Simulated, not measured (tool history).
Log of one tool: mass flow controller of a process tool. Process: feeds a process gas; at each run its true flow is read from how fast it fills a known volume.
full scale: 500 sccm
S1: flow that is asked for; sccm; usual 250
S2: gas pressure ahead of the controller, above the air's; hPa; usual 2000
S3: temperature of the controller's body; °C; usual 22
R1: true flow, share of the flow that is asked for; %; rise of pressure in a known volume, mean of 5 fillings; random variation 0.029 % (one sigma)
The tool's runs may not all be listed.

{"run": 1, "hour": 0.0, "S1": 250, "S2": 2000, "S3": 22, "R1": 99.35}
{"run": 2, "hour": 137.6, "S1": 250, "S2": 2000, "S3": 35, "R1": 100.75}
{"run": 3, "hour": 235.8, "S1": 250, "S2": 2000, "S3": 22, "R1": 99.38}
{"run": 4, "hour": 312.8, "S1": 250, "S2": 2000, "S3": 22, "R1": 99.41}
{"run": 5, "hour": 485.0, "S1": 250, "S2": 2000, "S3": 22, "R1": 99.4}
{"run": 6, "hour": 599.6, "S1": 250, "S2": 2000, "S3": 22, "R1": 99.31}
{"run": 7, "hour": 694.9, "S1": 250, "S2": 2000, "S3": 22, "R1": 99.38}
{"run": 8, "hour": 848.0, "S1": 250, "S2": 2590, "S3": 22, "R1": 98.97}
{"run": 9, "hour": 965.0, "S1": 250, "S2": 2000, "S3": 22, "R1": 99.39}
{"run": 10, "hour": 1044.9, "S1": 240, "S2": 2000, "S3": 22, "R1": 99.38}
{"run": 11, "hour": 1220.3, "S1": 240, "S2": 2000, "S3": 32, "R1": 100.5}
{"run": 12, "hour": 1306.2, "S1": 240, "S2": 2000, "S3": 32, "R1": 100.41}
{"run": 13, "hour": 1396.1, "S1": 240, "S2": 2000, "S3": 32, "R1": 100.42}
{"run": 14, "hour": 1542.0, "S1": 124, "S2": 2000, "S3": 22, "R1": 99.58}
{"run": 15, "hour": 1699.3, "S1": 124, "S2": 2000, "S3": 22, "R1": 99.62}
{"run": 16, "hour": 1793.9, "S1": 124, "S2": 2000, "S3": 22, "R1": 99.69}
{"run": 17, "hour": 1958.4, "S1": 124, "S2": 2000, "S3": 22, "R1": 99.64}
{"run": 18, "hour": 2078.1, "S1": 124, "S2": 2000, "S3": 22, "R1": 99.7}
{"run": 19, "hour": 2197.5, "S1": 250, "S2": 2000, "S3": 22, "R1": 99.36}
{"run": 20, "hour": 2358.2, "S1": 89, "S2": 2000, "S3": 22, "R1": 100.11}
{"run": 21, "hour": 2487.0, "S1": 89, "S2": 2000, "S3": 22, "R1": 100.11}
{"run": 22, "hour": 2603.0, "S1": 250, "S2": 2000, "S3": 27, "R1": 99.92}
{"run": 23, "hour": 2722.7, "S1": 250, "S2": 2000, "S3": 27, "R1": 99.89}
{"run": 24, "hour": 2819.7, "S1": 250, "S2": 2000, "S3": 22, "R1": 99.44}
{"run": 25, "hour": 2988.2, "S1": 250, "S2": 2000, "S3": 22, "R1": 99.36}
{"run": 26, "hour": 3088.4, "S1": 490, "S2": 1840, "S3": 27, "R1": 100.09}
{"run": 27, "hour": 3249.9, "S1": 195, "S2": 1860, "S3": 33, "R1": 100.74}
{"run": 28, "hour": 3368.9, "S1": 206, "S2": 1550, "S3": 31, "R1": 100.74}
{"run": 29, "hour": 3500.3, "S1": 306, "S2": 2000, "S3": 36, "R1": 100.84}
{"run": 30, "hour": 3602.3, "S1": 114, "S2": 2000, "S3": 33, "R1": 101.16}
{"run": 31, "hour": 3711.5, "S1": 114, "S2": 2400, "S3": 33, "R1": 100.96}
{"run": 32, "hour": 3816.1, "S1": 114, "S2": 2400, "S3": 33, "R1": 100.94}
{"run": 33, "hour": 3962.5, "S1": 53, "S2": 2400, "S3": 38, "R1": 103.27}
{"run": 34, "hour": 4131.3, "S1": 95, "S2": 2000, "S3": 31, "R1": 101.31}
{"run": 35, "hour": 4263.5, "S1": 95, "S2": 2000, "S3": 31, "R1": 101.33}
{"run": 36, "hour": 4365.7, "S1": 106, "S2": 1650, "S3": 23, "R1": 100.55}
{"run": 37, "hour": 4521.4, "S1": 309, "S2": 1460, "S3": 32, "R1": 100.75}
{"hour": 4618.2, "done": "controller's zero set anew"}
{"run": 38, "hour": 4647.7, "S1": 309, "S2": 1460, "S3": 36, "R1": 100.54}
{"run": 39, "hour": 4727.0, "S1": 97, "S2": 1480, "S3": 22, "R1": 98.65}
{"run": 40, "hour": 4836.5, "S1": 250, "S2": 2000, "S3": 34, "R1": 99.85}
{"run": 41, "hour": 4908.3, "S1": 250, "S2": 2450, "S3": 34, "R1": 99.56}
{"run": 42, "hour": 5032.1, "S1": 250, "S2": 2450, "S3": 34, "R1": 99.51}
{"run": 43, "hour": 5211.0, "S1": 290, "S2": 2450, "S3": 40, "R1": 100.27}
{"run": 44, "hour": 5297.8, "S1": 173, "S2": 1690, "S3": 22, "R1": 98.74}

Some steps in R1 between neighbouring runs. How much of each would the tool show without its hidden state too (settings, what came in, random variation), and how much is left for the hidden state, with any gauge scatter that isn't in both results?
The hidden state here: flow at rest that the sensor doesn't see, % of full scale; true flow over the shown one, %; drift of the gauge itself on true_pct, %.
Run 32 -> 33: S1 114 -> 53, S3 33 -> 38. R1 +2.33 %: hidden state +1.94, all else +0.39.
Run 33 -> 34: S1 53 -> 95, S2 2400 -> 2000, S3 38 -> 31. R1 -1.96 %: hidden state -1.55, all else -0.41.
Run 36 -> 37: S1 106 -> 309, S2 1650 -> 1460, S3 23 -> 32. R1 +0.20 %: hidden state -1.25, all else +1.45.
Run 38 -> 39: S1 309 -> 97, S2 1460 -> 1480, S3 36 -> 22. R1 -1.89 %: hidden state +0.07, all else -1.96.
